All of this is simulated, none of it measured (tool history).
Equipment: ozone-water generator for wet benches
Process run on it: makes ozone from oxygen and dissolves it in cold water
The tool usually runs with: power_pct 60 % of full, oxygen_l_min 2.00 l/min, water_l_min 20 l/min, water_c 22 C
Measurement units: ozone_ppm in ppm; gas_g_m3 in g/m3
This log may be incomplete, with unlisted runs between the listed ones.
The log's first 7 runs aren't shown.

run	day	power_pct	oxygen_l_min	water_l_min	water_c	hours of work since the electrodes were changed	hours of work since the contactor was cleaned	hours of work since the thermometer was calibrated	ozone_ppm	gas_g_m3
8	6.450	60	2.00	24	22	1188	2371	1707	12.6	245.6
9	7.062	60	2.00	24	22	1202	2385	1721	12.7	244.8
10	7.600	60	2.00	24	22	1214	2397	1733	12.5	244.8
11	8.625	60	1.43	24	22	1238	2421	1756	11.1	280.0
12	9.871	60	1.43	24	22	1266	2449	1785	10.9	281.3
13	11.004	60	1.43	24	22	1292	2475	1811	11.2	283.2
14	11.917	60	1.43	24	22	1313	2496	1832	11.2	283.2
15	12.933	78	1.43	24	22	1336	2519	1855	13.6	355.1
16	13.775	78	1.43	24	22	1355	2538	1874	13.9	357.2
17	14.400	78	1.43	24	22	1370	2552	1888	13.8	357.9
18	15.529	78	1.43	24	22	1395	2578	1914	14.1	356.0
19	16.129	78	1.43	24	22	1409	2592	1928	14.1	357.3
20	16.654	78	1.43	24	22	1421	2604	1940	14.3	356.7
21	17.712	60	2.76	20	18	1445	2628	1964	16.7	215.3
22	18.592	60	2.76	20	18	1465	2648	1984	17.1	217.5
23	19.275	60	2.76	20	18	1481	2664	2000	17.1	217.0
24	20.412	60	2.51	22	18	1507	2690	2026	15.3	226.9
25	21.004	60	2.51	22	18	1520	2703	2039	15.2	225.2
26	21.792	84	1.95	20	17	1538	2721	2057	20.4	335.8
27	22.929	57	2.05	17	22	1564	2747	2083	16.3	235.6
28	23.462	81	2.00	20	22	1576	2759	2095	19.1	323.6

Estimate the outcome of run 29 from the log above:
29	24.700	81	2.00	20	22	1605	2788	2123	?	?

{"run 29": {"ozone_ppm": 19.5, "gas_g_m3": 323.1}}
Had the tool carried no hidden state, the very same run would have given ozone_ppm 19.5 ppm, gas_g_m3 316.9 g/m3.

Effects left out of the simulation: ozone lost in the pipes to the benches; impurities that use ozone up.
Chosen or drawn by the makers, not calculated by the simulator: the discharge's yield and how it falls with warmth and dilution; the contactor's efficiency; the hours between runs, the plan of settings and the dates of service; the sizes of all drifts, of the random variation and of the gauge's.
